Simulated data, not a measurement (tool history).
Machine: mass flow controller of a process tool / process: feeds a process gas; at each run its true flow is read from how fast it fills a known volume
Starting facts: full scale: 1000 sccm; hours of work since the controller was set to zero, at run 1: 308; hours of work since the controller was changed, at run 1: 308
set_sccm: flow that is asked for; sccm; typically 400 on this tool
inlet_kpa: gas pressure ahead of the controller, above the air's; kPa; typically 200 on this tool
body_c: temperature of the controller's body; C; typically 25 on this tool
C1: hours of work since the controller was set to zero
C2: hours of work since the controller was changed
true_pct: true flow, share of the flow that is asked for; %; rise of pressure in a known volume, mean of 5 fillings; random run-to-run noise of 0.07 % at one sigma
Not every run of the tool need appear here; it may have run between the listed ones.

{"run": 1, "hour": 0.0, "set_sccm": 400, "inlet_kpa": 200, "body_c": 25, "C1": 308, "C2": 308, "true_pct": 98.62}
{"run": 2, "hour": 71.9, "set_sccm": 987, "inlet_kpa": 200, "body_c": 25, "C1": 347, "C2": 347, "true_pct": 100.13}
{"run": 3, "hour": 104.7, "set_sccm": 987, "inlet_kpa": 200, "body_c": 25, "C1": 365, "C2": 365, "true_pct": 100.15}
{"run": 4, "hour": 172.3, "set_sccm": 987, "inlet_kpa": 200, "body_c": 25, "C1": 402, "C2": 402, "true_pct": 100.12}
{"run": 5, "hour": 245.0, "set_sccm": 400, "inlet_kpa": 200, "body_c": 25, "C1": 441, "C2": 441, "true_pct": 98.85}
{"run": 6, "hour": 318.7, "set_sccm": 400, "inlet_kpa": 200, "body_c": 25, "C1": 481, "C2": 481, "true_pct": 99.12}
{"run": 7, "hour": 362.3, "set_sccm": 400, "inlet_kpa": 200, "body_c": 25, "C1": 504, "C2": 504, "true_pct": 99.13}
{"run": 8, "hour": 399.2, "set_sccm": 400, "inlet_kpa": 200, "body_c": 25, "C1": 524, "C2": 524, "true_pct": 99.16}
{"run": 9, "hour": 457.3, "set_sccm": 400, "inlet_kpa": 200, "body_c": 25, "C1": 556, "C2": 556, "true_pct": 99.26}
{"run": 10, "hour": 516.6, "set_sccm": 400, "inlet_kpa": 200, "body_c": 25, "C1": 588, "C2": 588, "true_pct": 99.51}
{"run": 11, "hour": 564.5, "set_sccm": 400, "inlet_kpa": 200, "body_c": 25, "C1": 614, "C2": 614, "true_pct": 99.4}
{"run": 12, "hour": 599.6, "set_sccm": 400, "inlet_kpa": 274, "body_c": 32, "C1": 633, "C2": 633, "true_pct": 99.38}
{"run": 13, "hour": 646.0, "set_sccm": 297, "inlet_kpa": 200, "body_c": 21, "C1": 658, "C2": 658, "true_pct": 99.2}
{"run": 14, "hour": 705.5, "set_sccm": 297, "inlet_kpa": 200, "body_c": 21, "C1": 690, "C2": 690, "true_pct": 99.24}
{"run": 15, "hour": 751.9, "set_sccm": 429, "inlet_kpa": 277, "body_c": 29, "C1": 715, "C2": 715, "true_pct": 99.59}
{"run": 16, "hour": 818.0, "set_sccm": 249, "inlet_kpa": 171, "body_c": 25, "C1": 751, "C2": 751, "true_pct": 99.74}
{"run": 17, "hour": 889.1, "set_sccm": 266, "inlet_kpa": 211, "body_c": 30, "C1": 789, "C2": 789, "true_pct": 100.05}
{"run": 18, "hour": 966.0, "set_sccm": 167, "inlet_kpa": 211, "body_c": 30, "C1": 831, "C2": 831, "true_pct": 99.74}
{"run": 19, "hour": 1026.4, "set_sccm": 156, "inlet_kpa": 253, "body_c": 30, "C1": 863, "C2": 863, "true_pct": 99.61}
{"run": 20, "hour": 1104.4, "set_sccm": 156, "inlet_kpa": 253, "body_c": 30, "C1": 905, "C2": 905, "true_pct": 99.74}
{"run": 21, "hour": 1179.4, "set_sccm": 963, "inlet_kpa": 178, "body_c": 24, "C1": 946, "C2": 946, "true_pct": 101.73}

Consider 4 possible next runs. They are alternatives, not a sequence: every one starts from the tool as it was left by run 21. What does each give?
{"run": "A", "hour": 1219.7, "set_sccm": 325, "inlet_kpa": 217, "body_c": 27, "C1": 968, "C2": 968, "true_pct": "?"}
{"run": "B", "hour": 1219.7, "set_sccm": 917, "inlet_kpa": 161, "body_c": 22, "C1": 968, "C2": 968, "true_pct": "?"}
{"run": "C", "hour": 1219.7, "set_sccm": 400, "inlet_kpa": 169, "body_c": 25, "C1": 968, "C2": 968, "true_pct": "?"}
{"run": "D", "hour": 1219.7, "set_sccm": 688, "inlet_kpa": 178, "body_c": 32, "C1": 968, "C2": 968, "true_pct": "?"}

run=A true_pct=100.30
run=B true_pct=101.93
run=C true_pct=100.76
run=D true_pct=101.73
Without the tool's hidden state the same runs would have given:
run=A true_pct=98.42
run=B true_pct=100.02
run=C true_pct=98.86
run=D true_pct=99.81

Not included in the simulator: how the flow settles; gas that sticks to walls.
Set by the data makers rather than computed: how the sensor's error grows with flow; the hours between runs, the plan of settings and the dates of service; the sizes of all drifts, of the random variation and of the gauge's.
